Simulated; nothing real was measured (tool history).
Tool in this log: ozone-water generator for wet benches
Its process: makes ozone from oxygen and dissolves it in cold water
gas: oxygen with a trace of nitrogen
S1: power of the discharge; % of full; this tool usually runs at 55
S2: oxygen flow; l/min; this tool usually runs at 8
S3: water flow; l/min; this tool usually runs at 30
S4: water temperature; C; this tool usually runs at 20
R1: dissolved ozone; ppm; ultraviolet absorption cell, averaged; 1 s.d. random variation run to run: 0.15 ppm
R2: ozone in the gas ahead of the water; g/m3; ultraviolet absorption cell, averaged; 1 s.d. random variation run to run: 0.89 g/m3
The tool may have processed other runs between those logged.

| run | hour | S1 | S2 | S3 | S4 | R1 | R2 |
|---|---|---|---|---|---|---|---|
| 1 | 0 | 55 | 8 | 30 | 20 | 17 | 142.1 |
| 2 | 22.8 | 55 | 8 | 25 | 20 | 18.5 | 141.1 |
| 3 | 40 | 55 | 8 | 25 | 20 | 19.1 | 140.9 |
| 4 | 58 | 55 | 4.05 | 30 | 20 | 14 | 179.4 |
| 5 | 77.6 | 55 | 8 | 30 | 20 | 16.9 | 141.5 |
| 6 | 115.2 | 55 | 8 | 30 | 20 | 16.7 | 142 |
| 7 | 148.1 | 55 | 8 | 30 | 20 | 16.9 | 141.2 |
| 8 | 185.9 | 55 | 8 | 30 | 20 | 16.7 | 142.6 |
| 9 | 205.3 | 43 | 8 | 30 | 20 | 13.7 | 114.5 |
| 10 | 245 | 55 | 8 | 30 | 19 | 16.7 | 141.6 |
| 11 | 267.2 | 55 | 8 | 30 | 20 | 16.7 | 141.4 |
| 12 | 292.4 | 55 | 8 | 30 | 20 | 16.9 | 140 |
| 13 | 331.4 | 55 | 8 | 30 | 20 | 16.6 | 139.9 |
| 14 | 357.6 | 55 | 8 | 30 | 20 | 16.5 | 140.6 |
| 15 | 376.5 | 55 | 8 | 30 | 20 | 16.6 | 140.3 |
| 16 | 402.2 | 55 | 8 | 30 | 20 | 16.7 | 141 |
| 17 | 423.8 | 55 | 8 | 30 | 20 | 16.4 | 139.9 |
| 18 | 444.8 | 76 | 6.53 | 44 | 15 | 16.6 | 197.6 |
| 19 | 484.1 | 55 | 12.95 | 46 | 20 | 13.4 | 116 |
| 20 | 514.3 | 51 | 10.1 | 27 | 20 | 17.2 | 123.4 |
| 21 | 542.3 | 41 | 4.17 | 23 | 20 | 13.6 | 138.9 |
| 22 | 577.7 | 43 | 8 | 30 | 20 | 13.4 | 114.7 |
| 23 | 600.8 | 89 | 8 | 30 | 26 | 22.1 | 208 |
| 24 | 618.9 | 55 | 11.13 | 30 | 17 | 18.2 | 124.5 |
| 25 | 650.8 | 62 | 8 | 30 | 17 | 18.9 | 154.7 |
| 26 | 681.7 | 69 | 8.33 | 30 | 17 | 20.8 | 164.8 |
| 27 | 713.9 | 69 | 8.33 | 30 | 17 | 21.2 | 162.2 |
| 28 | 737.1 | 55 | 7.85 | 30 | 19 | 16.7 | 140.9 |
| 29 | 768.6 | 46 | 7.85 | 30 | 22 | 13.8 | 121.7 |
| 30 | 809.3 | 46 | 7.85 | 30 | 22 | 13.7 | 120.5 |
| 31 | 847.7 | 59 | 10.48 | 20 | 12 | 26.4 | 134.2 |
| 32 | 868.9 | 65 | 4.19 | 30 | 20 | 16 | 200.2 |
| 33 | 897.9 | 76 | 5.97 | 35 | 18 | 18.1 | 199.7 |

What if the next run were any one of these 4? Each begins from the tool's condition after run 33:
| A | 917.7 | 76 | 9.05 | 32 | 15 | ? | ? |
| B | 917.7 | 76 | 5.21 | 39 | 18 | ? | ? |
| C | 917.7 | 84 | 9.73 | 41 | 20 | ? | ? |
| D | 917.7 | 76 | 5.97 | 39 | 18 | ? | ? |

| run | R1 | R2 |
|---|---|---|
| A | 22.3 | 173.8 |
| B | 15.7 | 211 |
| C | 18.9 | 181.7 |
| D | 16.7 | 200.3 |
Without the tool's hidden state the same runs would have given:
| run | R1 | R2 |
|---|---|---|
| A | 24.4 | 186.2 |
| B | 17.2 | 226 |
| C | 20.8 | 195.8 |
| D | 18.2 | 214.6 |
